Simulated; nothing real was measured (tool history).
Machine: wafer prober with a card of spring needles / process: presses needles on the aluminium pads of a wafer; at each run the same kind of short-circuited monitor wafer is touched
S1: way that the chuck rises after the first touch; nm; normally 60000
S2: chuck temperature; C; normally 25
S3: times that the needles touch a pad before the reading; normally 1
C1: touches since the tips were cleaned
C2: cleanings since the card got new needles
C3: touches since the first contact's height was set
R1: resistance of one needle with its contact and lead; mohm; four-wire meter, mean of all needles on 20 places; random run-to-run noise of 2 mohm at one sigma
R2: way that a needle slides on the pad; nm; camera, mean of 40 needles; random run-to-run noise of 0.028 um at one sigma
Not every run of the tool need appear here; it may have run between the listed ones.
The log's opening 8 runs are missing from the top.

-- day=3.079 tips cleaned on abrasive film
run 9 day=3.362 | S1=65000 S2=25 S3=1 | C1=4518 C2=35 C3=96511 | R1=212 R2=14840
-- day=3.617 tips cleaned on abrasive film
run 10 day=3.708 | S1=65000 S2=25 S3=1 | C1=1424 C2=36 C3=101968 | R1=214 R2=14850
run 11 day=4.054 | S1=60000 S2=25 S3=2 | C1=6996 C2=36 C3=107540 | R1=212 R2=13620
-- day=4.154 tips cleaned on abrasive film
run 12 day=4.338 | S1=60000 S2=25 S3=2 | C1=2935 C2=37 C3=111956 | R1=212 R2=13660
-- day=4.721 tips cleaned on abrasive film
run 13 day=4.792 | S1=60000 S2=25 S3=2 | C1=1169 C2=38 C3=119176 | R1=213 R2=13640
run 14 day=5.246 | S1=60000 S2=25 S3=2 | C1=8425 C2=38 C3=126432 | R1=212 R2=13620
-- day=5.288 tips cleaned on abrasive film
-- day=5.821 tips cleaned on abrasive film
run 15 day=5.842 | S1=60000 S2=25 S3=2 | C1=353 C2=40 C3=135772 | R1=213 R2=13620
run 16 day=6.183 | S1=64000 S2=25 S3=2 | C1=5831 C2=40 C3=141250 | R1=215 R2=14560
-- day=6.362 tips cleaned on abrasive film
run 17 day=6.8 | S1=70000 S2=25 S3=1 | C1=7012 C2=41 C3=151007 | R1=212 R2=15890
-- day=6.912 tips cleaned on abrasive film
run 18 day=7.138 | S1=60000 S2=25 S3=1 | C1=3556 C2=42 C3=156312 | R1=214 R2=13600
-- day=7.458 tips cleaned on abrasive film
run 19 day=7.567 | S1=60000 S2=25 S3=1 | C1=1704 C2=43 C3=163075 | R1=211 R2=13570
run 20 day=7.862 | S1=72000 S2=25 S3=3 | C1=6485 C2=43 C3=167856 | R1=211 R2=16360
-- day=8 tips cleaned on abrasive film
run 21 day=8.404 | S1=72000 S2=25 S3=3 | C1=6484 C2=44 C3=176421 | R1=209 R2=16280
-- day=8.538 tips cleaned on abrasive film
run 22 day=8.721 | S1=72000 S2=25 S3=3 | C1=2886 C2=45 C3=181380 | R1=207 R2=16310
-- day=9.1 tips cleaned on abrasive film
run 23 day=9.3 | S1=72000 S2=25 S3=3 | C1=3134 C2=46 C3=190538 | R1=210 R2=16300
-- day=9.646 tips cleaned on abrasive film
run 24 day=9.904 | S1=72000 S2=25 S3=3 | C1=4079 C2=47 C3=200124 | R1=212 R2=16270
-- day=10.2 tips cleaned on abrasive film
run 25 day=10.225 | S1=72000 S2=25 S3=3 | C1=406 C2=48 C3=205195 | R1=213 R2=16220
-- day=10.738 tips cleaned on abrasive film
run 26 day=10.738 | S1=72000 S2=25 S3=3 | C1=0 C2=49 C3=213292 | R1=215 R2=16200
run 27 day=11.125 | S1=42000 S2=36 S3=3 | C1=6201 C2=49 C3=219493 | R1=222 R2=9470
-- day=11.271 tips cleaned on abrasive film
run 28 day=11.5 | S1=42000 S2=36 S3=3 | C1=3657 C2=50 C3=225413 | R1=219 R2=9450
-- day=11.646 gauge calibrated
-- day=11.829 tips cleaned on abrasive film
run 29 day=12.017 | S1=63000 S2=25 S3=1 | C1=2999 C2=51 C3=233571 | R1=214 R2=14480
run 30 day=12.267 | S1=71000 S2=25 S3=3 | C1=7028 C2=51 C3=237600 | R1=212 R2=16240
-- day=12.362 tips cleaned on abrasive film
run 31 day=12.571 | S1=71000 S2=25 S3=3 | C1=3331 C2=52 C3=242386 | R1=212 R2=16300
-- day=12.875 height of the first contact set anew
-- day=12.912 tips cleaned on abrasive film
run 32 day=13.183 | S1=60000 S2=25 S3=2 | C1=4331 C2=53 C3=4880 | R1=211 R2=13770
-- day=13.458 tips cleaned on abrasive film
run 33 day=13.717 | S1=46000 S2=108 S3=1 | C1=4084 C2=54 C3=13315 | R1=235 R2=10490

3 options for the next run, each taken on its own from the tool as it stands now. Forecast them:
-- day=14.017 tips cleaned on abrasive film
run A day=14.142 | S1=71000 S2=108 S3=2 | C1=2028 C2=55 C3=20055 | R1=? R2=?
-- day=14.017 tips cleaned on abrasive film
run B day=14.142 | S1=61000 S2=25 S3=3 | C1=2028 C2=55 C3=20055 | R1=? R2=?
-- day=14.017 tips cleaned on abrasive film
run C day=14.142 | S1=74000 S2=104 S3=1 | C1=2028 C2=55 C3=20055 | R1=? R2=?

run=A R1=230 R2=16240
run=B R1=214 R2=13970
run=C R1=230 R2=16900
Stripped of hidden state, with their random variation kept, the same runs would have yielded:
run=A R1=230 R2=16300
run=B R1=214 R2=14030
run=C R1=230 R2=16970
